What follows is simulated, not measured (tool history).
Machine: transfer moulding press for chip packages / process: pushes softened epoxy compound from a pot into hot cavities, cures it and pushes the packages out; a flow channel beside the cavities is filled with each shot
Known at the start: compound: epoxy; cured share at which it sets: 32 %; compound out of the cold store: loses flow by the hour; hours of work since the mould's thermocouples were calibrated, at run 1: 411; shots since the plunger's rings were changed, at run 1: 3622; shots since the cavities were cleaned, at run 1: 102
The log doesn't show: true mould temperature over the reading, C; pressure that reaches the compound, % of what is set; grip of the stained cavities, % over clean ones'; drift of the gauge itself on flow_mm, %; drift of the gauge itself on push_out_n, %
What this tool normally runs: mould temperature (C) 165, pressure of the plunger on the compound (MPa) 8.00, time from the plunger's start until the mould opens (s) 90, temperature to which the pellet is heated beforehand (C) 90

run     day  mould temperature (C)  pressure of the plunger on the compound (MPa)  time from the plunger's start until the mould opens (s)  temperature to which the pellet is heated beforehand (C)  hours of work since the mould's thermocouples were calibrated  shots since the plunger's rings were changed  shots since the cavities were cleaned  incoming compound's hours out of the cold store  length that the compound runs in the flow channel (mm)  greatest force on the pins that push the packages out (N)
  1   0.000                    165                                           8.00                                                       90                                                        90                                                            411                                          3622                                    102                                             38.2                                                     772                                                        609
  2   0.525                    165                                           8.00                                                       90                                                        90                                                            419                                          3776                                    256                                             40.4                                                     766                                                        674
  3   1.100                    165                                           8.00                                                       90                                                        90                                                            428                                          3944                                    424                                             30.1                                                     788                                                        779
  4   1.521                    165                                           8.00                                                       90                                                        90                                                            434                                          4067                                    547                                             35.7                                                     772                                                        815
  5   2.088                    165                                           8.00                                                       90                                                        90                                                            443                                          4232                                    712                                             40.4                                                     763                                                        883
  6   2.754                    165                                           8.00                                                       90                                                        90                                                            453                                          4427                                    907                                             18.5                                                     823                                                        984
  7   3.379                    165                                           8.00                                                       90                                                        90                                                            462                                          4611                                   1091                                             15.3                                                     833                                                       1049
      3.483  -- cavities cleaned with cleaning compound and waxed
  8   4.038                    165                                           8.00                                                       90                                                        90                                                            471                                          4785                                    162                                              8.7                                                     847                                                        661
  9   4.567                    165                                           8.00                                                       74                                                        90                                                            479                                          4940                                    317                                             18.3                                                     825                                                       1072
 10   5.371                    165                                           8.00                                                       74                                                        90                                                            491                                          5174                                    551                                             41.0                                                     749                                                       1120
 11   6.133                    165                                           8.00                                                       74                                                        90                                                            503                                          5398                                    775                                             31.3                                                     770                                                       1268
 12   6.942                    165                                           8.00                                                       74                                                        90                                                            515                                          5635                                   1012                                             28.0                                                     785                                                       1417
      7.358  -- cavities cleaned with cleaning compound and waxed
 13   7.433                    165                                           8.00                                                       74                                                        90                                                            521                                          5760                                     22                                             25.8                                                     804                                                        808
      8.012  -- plunger's sealing rings changed
 14   8.279                    170                                           6.73                                                       74                                                        90                                                            533                                            78                                    239                                             43.9                                                     704                                                        722
 15   9.117                    173                                           7.45                                                      110                                                        87                                                            545                                           323                                    484                                             10.8                                                     813                                                        668
 16   9.812                    165                                           6.48                                                      104                                                        97                                                            556                                           527                                    688                                             30.0                                                     756                                                        779
 17  10.654                    165                                           7.59                                                      120                                                        96                                                            568                                           773                                    934                                             32.8                                                     783                                                        763
     11.346  -- cavities cleaned with cleaning compound and waxed
 18  11.517                    165                                           7.59                                                      120                                                        96                                                            580                                          1008                                     51                                             19.8                                                     810                                                        480
     11.654  -- mould's thermocouples calibrated
 19  12.192                    165                                           8.89                                                      129                                                        96                                                              8                                          1180                                    223                                              8.9                                                     937                                                        580
 20  13.033                    165                                           8.89                                                      129                                                        96                                                             21                                          1427                                    470                                             19.3                                                     881                                                        666
 21  13.796                    165                                           9.30                                                       94                                                        83                                                             32                                          1650                                    693                                             24.2                                                     888                                                        837
 22  14.267                    165                                           9.30                                                       94                                                        83                                                             39                                          1787                                    830                                             28.0                                                     892                                                        858
 23  14.879                    165                                           6.24                                                       90                                                        90                                                             49                                          1967                                   1010                                             47.6                                                     677                                                        980
     15.262  -- cavities cleaned with cleaning compound and waxed
 24  15.575                    165                                           6.24                                                       90                                                        90                                                             58                                          2152                                     92                                             38.6                                                     698                                                        586
 25  16.096                    165                                           6.24                                                       90                                                        90                                                             66                                          2304                                    244                                             41.7                                                     691                                                        671

Alternative continuations, all from the tool just after run 25; predict every row:
     16.258  -- mould's thermocouples calibrated, once more
  A  16.858                    160                                           7.07                                                       90                                                        88                                                              9                                          2503                                    443                                             13.4                                                       ?                                                          ?
     16.258  -- mould's thermocouples calibrated, once more
  B  16.858                    162                                           6.24                                                      114                                                        90                                                              9                                          2503                                    443                                             16.4                                                       ?                                                          ?
     16.258  -- mould's thermocouples calibrated, once more
  C  16.858                    165                                           6.24                                                       88                                                        85                                                              9                                          2503                                    443                                             21.0                                                       ?                                                          ?

run  length that the compound runs in the flow channel (mm)  greatest force on the pins that push the packages out (N)
  A                                                     812                                                       1158
  B                                                     759                                                        713
  C                                                     740                                                        858
Stripped of hidden state, with their random variation kept, the same runs would have yielded:
run  length that the compound runs in the flow channel (mm)  greatest force on the pins that push the packages out (N)
  A                                                     834                                                        766
  B                                                     779                                                        470
  C                                                     759                                                        566

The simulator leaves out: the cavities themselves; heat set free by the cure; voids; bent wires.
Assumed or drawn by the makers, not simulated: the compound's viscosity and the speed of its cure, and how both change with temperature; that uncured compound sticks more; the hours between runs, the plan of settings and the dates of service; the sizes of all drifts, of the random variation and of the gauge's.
